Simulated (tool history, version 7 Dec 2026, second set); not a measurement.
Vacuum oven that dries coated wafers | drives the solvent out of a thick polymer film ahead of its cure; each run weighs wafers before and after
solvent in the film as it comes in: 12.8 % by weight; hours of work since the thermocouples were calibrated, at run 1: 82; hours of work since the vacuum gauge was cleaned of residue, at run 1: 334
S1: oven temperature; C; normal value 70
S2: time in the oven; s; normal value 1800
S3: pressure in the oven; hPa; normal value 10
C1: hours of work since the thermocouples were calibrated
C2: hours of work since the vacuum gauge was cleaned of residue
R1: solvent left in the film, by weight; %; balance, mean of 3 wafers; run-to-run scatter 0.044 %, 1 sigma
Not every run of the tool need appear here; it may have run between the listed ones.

run   hour  S1    S2    S3   C1   C2    R1
  1      0  70  1800    10   82  334   1.3
  2   12.7  70  1800    10   88  340  1.34
  3   28.4  70  1260    10   96  348  2.22
  4     41  70  1500    10  102  354  1.65
  5   60.6  70  1500    10  111  363  1.73
  6   76.7  70  1500    10  119  371  1.68
  7     89  70  1500    10  125  377   1.6
  8  100.2  73  1800    10  130  382  0.94
  9    115  73  1800    10  137  389  0.98
 10  126.3  73  1800    10  143  395  1.04
 11  146.6  70  1800    10  152  404  1.28
 12  156.7  70  1800    10  157  409  1.26
 13    173  70  1200    10  165  417  2.24
 14    193  70  1200    10  175  426  2.29
 15  205.8  70  1200    10  181  433  2.36
 16  222.9  64  1800    10  189  441  2.07
 17  243.4  64  1800    10  199  451  2.17
 18  256.6  64  1800    10  205  457  2.13
 19  269.1  64  1800    10  211  463  2.11
 20  285.2  70  2160    10  219  471  1.08
 21  299.7  70  2160    10  226  478  1.02
 22    317  78  2160    10  234  486  0.56
 23  333.9  70  1800    10  242  494  1.23
 24  347.4  70  1800    10  249  500  1.32
 25  360.8  80  1860   5.9  255  507  0.41
 26  377.2  81  1320  23.1  263  515  1.23
 27  394.5  84  2700  23.1  271  523  0.65
 28  408.8  84  2700  23.1  278  530   0.7
 29  422.5  84  2700  23.1  285  536  0.71
 30  433.7  84  1500  23.1  290  542  0.94
 31  451.3  65  1440  23.1  298  550  3.28
 32    460  70  1680  16.1  303  554  1.76
 33  479.3  59  1680  16.1  312  564  3.58
 34  498.1  59  1440  21.5  321  573  4.34
 35  515.3  59  1440  21.5  329  581  4.41
 36  525.8  66  1800   5.1  334  586  1.43

Run 37 has not been measured yet. What should we expect?
 37  539.8  65  1800  12.9  341  593   ?

R1: 2.1 %
The same run, on a tool lacking any hidden state, would have yielded R1 2.06 %.
